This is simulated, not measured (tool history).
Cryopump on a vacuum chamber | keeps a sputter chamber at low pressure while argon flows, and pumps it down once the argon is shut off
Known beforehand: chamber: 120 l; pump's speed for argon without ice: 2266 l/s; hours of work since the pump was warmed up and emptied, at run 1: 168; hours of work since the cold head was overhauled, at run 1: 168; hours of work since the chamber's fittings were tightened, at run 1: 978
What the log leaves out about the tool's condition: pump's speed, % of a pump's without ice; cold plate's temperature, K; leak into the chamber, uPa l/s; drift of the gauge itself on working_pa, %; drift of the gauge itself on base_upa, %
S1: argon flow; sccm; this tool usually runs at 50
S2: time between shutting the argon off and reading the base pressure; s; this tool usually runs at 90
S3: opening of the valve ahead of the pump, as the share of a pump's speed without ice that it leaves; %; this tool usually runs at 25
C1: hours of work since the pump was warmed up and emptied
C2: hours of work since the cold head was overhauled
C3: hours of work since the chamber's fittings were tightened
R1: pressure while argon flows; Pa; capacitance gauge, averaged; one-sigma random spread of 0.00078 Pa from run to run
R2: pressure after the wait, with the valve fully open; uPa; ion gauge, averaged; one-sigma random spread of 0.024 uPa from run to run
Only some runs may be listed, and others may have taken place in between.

{"run": 1, "day": 0.0, "S1": 50, "S2": 90, "S3": 25, "C1": 168, "C2": 168, "C3": 978, "R1": 0.1521, "R2": 1.28}
{"run": 2, "day": 0.758, "S1": 50, "S2": 90, "S3": 25, "C1": 175, "C2": 175, "C3": 985, "R1": 0.1518, "R2": 1.25}
{"run": 3, "day": 1.592, "S1": 50, "S2": 90, "S3": 25, "C1": 183, "C2": 183, "C3": 994, "R1": 0.1528, "R2": 1.34}
{"run": 4, "day": 2.179, "S1": 50, "S2": 46, "S3": 25, "C1": 189, "C2": 189, "C3": 1000, "R1": 0.1521, "R2": 1.96}
{"run": 5, "day": 2.954, "S1": 50, "S2": 46, "S3": 25, "C1": 197, "C2": 197, "C3": 1007, "R1": 0.1519, "R2": 2.0}
{"run": 6, "day": 3.85, "S1": 50, "S2": 46, "S3": 25, "C1": 206, "C2": 206, "C3": 1016, "R1": 0.1524, "R2": 2.01}
{"run": 7, "day": 4.283, "S1": 50, "S2": 46, "S3": 25, "C1": 210, "C2": 210, "C3": 1020, "R1": 0.1515, "R2": 1.99}
{"run": 8, "day": 4.654, "S1": 52, "S2": 46, "S3": 19, "C1": 214, "C2": 214, "C3": 1024, "R1": 0.2067, "R2": 2.06}
{"run": 9, "day": 5.021, "S1": 50, "S2": 193, "S3": 25, "C1": 217, "C2": 217, "C3": 1028, "R1": 0.1524, "R2": 0.92}
{"run": 10, "day": 5.55, "S1": 50, "S2": 193, "S3": 20, "C1": 223, "C2": 223, "C3": 1033, "R1": 0.1886, "R2": 0.92}
{"run": 11, "day": 6.35, "S1": 50, "S2": 193, "S3": 20, "C1": 230, "C2": 230, "C3": 1041, "R1": 0.19, "R2": 0.93}

A few steps of R1 between consecutive runs. Split each: what settings, incoming material and random variation would produce without the hidden state, and what is left over for the hidden state, along with gauge scatter present in only one of the two compared results (measured, and without hidden state):
Run 7 -> 8: S1 50 -> 52, S3 25 -> 19. R1 +0.0552 Pa: hidden state +0.0002, all else +0.0550.
